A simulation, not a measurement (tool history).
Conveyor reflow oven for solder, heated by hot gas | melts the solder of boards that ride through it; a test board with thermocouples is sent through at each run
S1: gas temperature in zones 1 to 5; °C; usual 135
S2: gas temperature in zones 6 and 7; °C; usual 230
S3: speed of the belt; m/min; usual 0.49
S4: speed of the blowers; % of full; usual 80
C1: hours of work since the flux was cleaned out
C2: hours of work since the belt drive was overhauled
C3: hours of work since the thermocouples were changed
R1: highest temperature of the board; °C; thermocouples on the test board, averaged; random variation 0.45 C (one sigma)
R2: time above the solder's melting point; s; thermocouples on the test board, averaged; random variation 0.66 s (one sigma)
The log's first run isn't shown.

| run | hour | S1 | S2 | S3 | S4 | C1 | C2 | C3 | R1 | R2 |
|---|---|---|---|---|---|---|---|---|---|---|
| 2 | 45.5 | 135 | 230 | 0.49 | 80 | 94 | 279 | 595 | 212.5 | 66.8 |
| 3 | 74.5 | 135 | 230 | 0.49 | 80 | 108 | 292 | 609 | 212.4 | 68.1 |
| 4 | 114.8 | 135 | 230 | 0.49 | 80 | 127 | 311 | 627 | 210.3 | 67.4 |
| 5 | 151.3 | 135 | 230 | 0.561 | 80 | 144 | 328 | 645 | 206.5 | 53.3 |
| 6 | 203.9 | 135 | 230 | 0.561 | 80 | 169 | 353 | 669 | 207.3 | 52.5 |
| 7 | 247.9 | 135 | 230 | 0.484 | 80 | 189 | 374 | 690 | 211.7 | 67.5 |
|  | 271.4 | thermocouples of zones 6 and 7 changed |
| 8 | 305.5 | 135 | 230 | 0.484 | 80 | 216 | 400 | 16 | 213.5 | 70 |
| 9 | 356.2 | 135 | 221 | 0.49 | 80 | 239 | 424 | 40 | 205.3 | 58.4 |
| 10 | 399.1 | 135 | 221 | 0.49 | 80 | 260 | 444 | 60 | 205.2 | 58.1 |
| 11 | 452 | 135 | 230 | 0.474 | 80 | 284 | 469 | 85 | 213.1 | 72.1 |
| 12 | 500.9 | 135 | 230 | 0.474 | 80 | 307 | 492 | 108 | 213.1 | 70.5 |
| 13 | 526.6 | 135 | 230 | 0.474 | 80 | 320 | 504 | 120 | 213.7 | 70.7 |
| 14 | 556.7 | 135 | 230 | 0.49 | 80 | 334 | 518 | 134 | 212.1 | 66.9 |
|  | 565.5 | belt drive overhauled, speed set with a stopwatch |
| 15 | 599.4 | 135 | 230 | 0.49 | 80 | 352 | 16 | 152 | 212.5 | 67.2 |
|  | 632.2 | flux residue cleaned out of gas plates and filters |
| 16 | 639.3 | 135 | 230 | 0.49 | 80 | 3 | 32 | 169 | 215.8 | 72 |
| 17 | 685.8 | 135 | 230 | 0.49 | 80 | 25 | 54 | 191 | 214.9 | 72.5 |
| 18 | 716.6 | 120 | 223 | 0.49 | 80 | 40 | 69 | 205 | 205.6 | 55.3 |
| 19 | 742 | 120 | 223 | 0.49 | 80 | 52 | 81 | 217 | 206.6 | 56 |
| 20 | 783 | 120 | 223 | 0.49 | 80 | 71 | 100 | 236 | 205.8 | 55.3 |

Forecast run 21:
|  | 798.1 | belt drive overhauled, speed set with a stopwatch, once more |
| 21 | 816.3 | 144 | 223 | 0.409 | 80 | 85 | 9 | 250 | ? | ? |

{"run 21": {"R1": 212.8, "R2": 88.7}}
Without the tool's hidden state the same run would have given R1 214.4 °C, R2 90.8 s.

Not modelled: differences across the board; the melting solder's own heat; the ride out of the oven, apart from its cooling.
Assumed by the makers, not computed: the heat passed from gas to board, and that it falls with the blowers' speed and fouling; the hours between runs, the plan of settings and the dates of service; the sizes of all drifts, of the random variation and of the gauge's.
